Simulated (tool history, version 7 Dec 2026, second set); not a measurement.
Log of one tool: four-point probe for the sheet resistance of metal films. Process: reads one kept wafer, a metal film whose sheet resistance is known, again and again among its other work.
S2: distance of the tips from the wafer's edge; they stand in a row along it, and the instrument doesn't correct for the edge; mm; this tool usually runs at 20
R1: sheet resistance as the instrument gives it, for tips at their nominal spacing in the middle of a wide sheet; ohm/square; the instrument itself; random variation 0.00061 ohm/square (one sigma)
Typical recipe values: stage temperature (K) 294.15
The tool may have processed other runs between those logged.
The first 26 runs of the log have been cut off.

{"run": 27, "hour": 571.4, "stage temperature (K)": 298.15, "S2": 74, "R1": 3.038605}
{"run": 28, "hour": 595.1, "stage temperature (K)": 294.15, "S2": 25, "R1": 3.04951}
{"run": 29, "hour": 607.4, "stage temperature (K)": 299.15, "S2": 54, "R1": 3.037751}
{"run": 30, "hour": 632.7, "stage temperature (K)": 295.15, "S2": 4, "R1": 3.085763}
{"run": 31, "hour": 647.3, "stage temperature (K)": 300.15, "S2": 3, "R1": 3.108177}
{"run": 32, "hour": 665.0, "stage temperature (K)": 300.15, "S2": 3, "R1": 3.107941}
{"run": 33, "hour": 686.1, "stage temperature (K)": 300.15, "S2": 3, "R1": 3.107478}
{"run": 34, "hour": 714.3, "stage temperature (K)": 304.15, "S2": 5, "R1": 3.05591}
{"run": 35, "hour": 739.3, "stage temperature (K)": 304.15, "S2": 5, "R1": 3.055675}
{"run": 36, "hour": 756.7, "stage temperature (K)": 295.15, "S2": 61, "R1": 3.046761}
{"run": 37, "hour": 768.5, "stage temperature (K)": 294.15, "S2": 12, "R1": 3.053419}
{"run": 38, "hour": 789.9, "stage temperature (K)": 297.15, "S2": 20, "R1": 3.043964}
{"run": 39, "hour": 810.8, "stage temperature (K)": 297.15, "S2": 20, "R1": 3.042558}
{"run": 40, "hour": 835.3, "stage temperature (K)": 301.15, "S2": 20, "R1": 3.036371}
{"run": 41, "hour": 848.8, "stage temperature (K)": 295.15, "S2": 48, "R1": 3.047414}
{"run": 42, "hour": 864.1, "stage temperature (K)": 301.15, "S2": 48, "R1": 3.035505}

Here are 3 independent what-if runs from the current tool condition. What would each one return?
{"run": "A", "hour": 876.6, "stage temperature (K)": 298.15, "S2": 4, "R1": "?"}
{"run": "B", "hour": 876.6, "stage temperature (K)": 307.15, "S2": 9, "R1": "?"}
{"run": "C", "hour": 876.6, "stage temperature (K)": 298.15, "S2": 62, "R1": "?"}

run=A R1=3.081076
run=B R1=3.033819
run=C R1=3.041724
Without the tool's hidden state the same runs would have given:
run=A R1=3.086263
run=B R1=3.038911
run=C R1=3.046848

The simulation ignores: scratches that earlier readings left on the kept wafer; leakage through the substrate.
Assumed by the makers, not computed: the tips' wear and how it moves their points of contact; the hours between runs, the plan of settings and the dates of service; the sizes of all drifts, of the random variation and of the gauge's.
